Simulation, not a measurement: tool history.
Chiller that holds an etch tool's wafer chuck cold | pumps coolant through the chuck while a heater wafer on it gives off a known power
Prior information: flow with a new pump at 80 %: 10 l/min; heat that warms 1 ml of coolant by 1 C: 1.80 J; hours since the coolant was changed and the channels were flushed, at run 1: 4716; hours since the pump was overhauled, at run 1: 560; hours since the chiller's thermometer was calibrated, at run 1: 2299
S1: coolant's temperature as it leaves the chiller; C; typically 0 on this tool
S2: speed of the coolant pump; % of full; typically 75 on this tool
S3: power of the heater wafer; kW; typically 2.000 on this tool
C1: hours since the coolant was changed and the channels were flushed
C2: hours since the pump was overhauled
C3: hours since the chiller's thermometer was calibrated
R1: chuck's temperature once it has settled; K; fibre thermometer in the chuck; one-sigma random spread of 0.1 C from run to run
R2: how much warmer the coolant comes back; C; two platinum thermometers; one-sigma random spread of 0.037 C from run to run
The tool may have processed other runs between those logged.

{"run": 1, "hour": 0.0, "S1": 0, "S2": 75, "S3": 2.0, "C1": 4716, "C2": 560, "C3": 2299, "R1": 297.45, "R2": 7.14}
{"run": 2, "hour": 31.7, "S1": 0, "S2": 75, "S3": 2.0, "C1": 4748, "C2": 592, "C3": 2331, "R1": 297.45, "R2": 7.2}
{"run": 3, "hour": 55.5, "S1": 3, "S2": 75, "S3": 2.0, "C1": 4772, "C2": 616, "C3": 2355, "R1": 300.55, "R2": 7.24}
{"run": 4, "hour": 86.5, "S1": 3, "S2": 75, "S3": 2.0, "C1": 4803, "C2": 647, "C3": 2385, "R1": 300.65, "R2": 7.16}
{"run": 5, "hour": 114.5, "S1": 3, "S2": 75, "S3": 2.0, "C1": 4831, "C2": 675, "C3": 2413, "R1": 300.45, "R2": 7.14}
{"run": 6, "hour": 149.5, "S1": 1, "S2": 75, "S3": 2.0, "C1": 4866, "C2": 710, "C3": 2449, "R1": 298.65, "R2": 7.14}
{"run": 7, "hour": 172.4, "S1": 0, "S2": 75, "S3": 2.0, "C1": 4888, "C2": 733, "C3": 2471, "R1": 297.55, "R2": 7.23}
{"run": 8, "hour": 195.0, "S1": 0, "S2": 75, "S3": 2.0, "C1": 4911, "C2": 755, "C3": 2494, "R1": 297.55, "R2": 7.18}
{"run": 9, "hour": 211.4, "S1": 0, "S2": 75, "S3": 2.0, "C1": 4927, "C2": 772, "C3": 2510, "R1": 297.65, "R2": 7.18}
{"run": 10, "hour": 237.0, "S1": 0, "S2": 75, "S3": 2.0, "C1": 4953, "C2": 797, "C3": 2536, "R1": 297.55, "R2": 7.13}
{"run": 11, "hour": 259.7, "S1": 0, "S2": 75, "S3": 2.0, "C1": 4976, "C2": 820, "C3": 2559, "R1": 297.45, "R2": 7.26}
{"hour": 262.5, "done": "chiller's thermometer calibrated"}
{"run": 12, "hour": 290.7, "S1": 0, "S2": 75, "S3": 2.0, "C1": 5006, "C2": 850, "C3": 28, "R1": 297.85, "R2": 7.22}
{"run": 13, "hour": 309.0, "S1": 5, "S2": 75, "S3": 2.0, "C1": 5024, "C2": 868, "C3": 46, "R1": 302.65, "R2": 7.16}
{"run": 14, "hour": 329.3, "S1": 5, "S2": 75, "S3": 2.0, "C1": 5044, "C2": 889, "C3": 67, "R1": 302.95, "R2": 7.24}
{"run": 15, "hour": 364.8, "S1": 5, "S2": 75, "S3": 2.0, "C1": 5080, "C2": 924, "C3": 102, "R1": 303.05, "R2": 7.19}
{"run": 16, "hour": 389.3, "S1": 5, "S2": 75, "S3": 2.0, "C1": 5104, "C2": 949, "C3": 127, "R1": 303.05, "R2": 7.17}
{"run": 17, "hour": 422.6, "S1": 5, "S2": 75, "S3": 2.0, "C1": 5138, "C2": 982, "C3": 160, "R1": 302.85, "R2": 7.25}
{"run": 18, "hour": 457.7, "S1": 5, "S2": 75, "S3": 2.0, "C1": 5173, "C2": 1017, "C3": 195, "R1": 302.95, "R2": 7.21}

What will run 19 give?
{"run": 19, "hour": 493.6, "S1": -9, "S2": 97, "S3": 2.788, "C1": 5209, "C2": 1053, "C3": 231, "R1": "?", "R2": "?"}

Run 19 came out at R1 291.35 K, R2 7.65 C.
Had the tool carried no hidden state, the very same run would have given R1 289.15 K, R2 7.61 C.
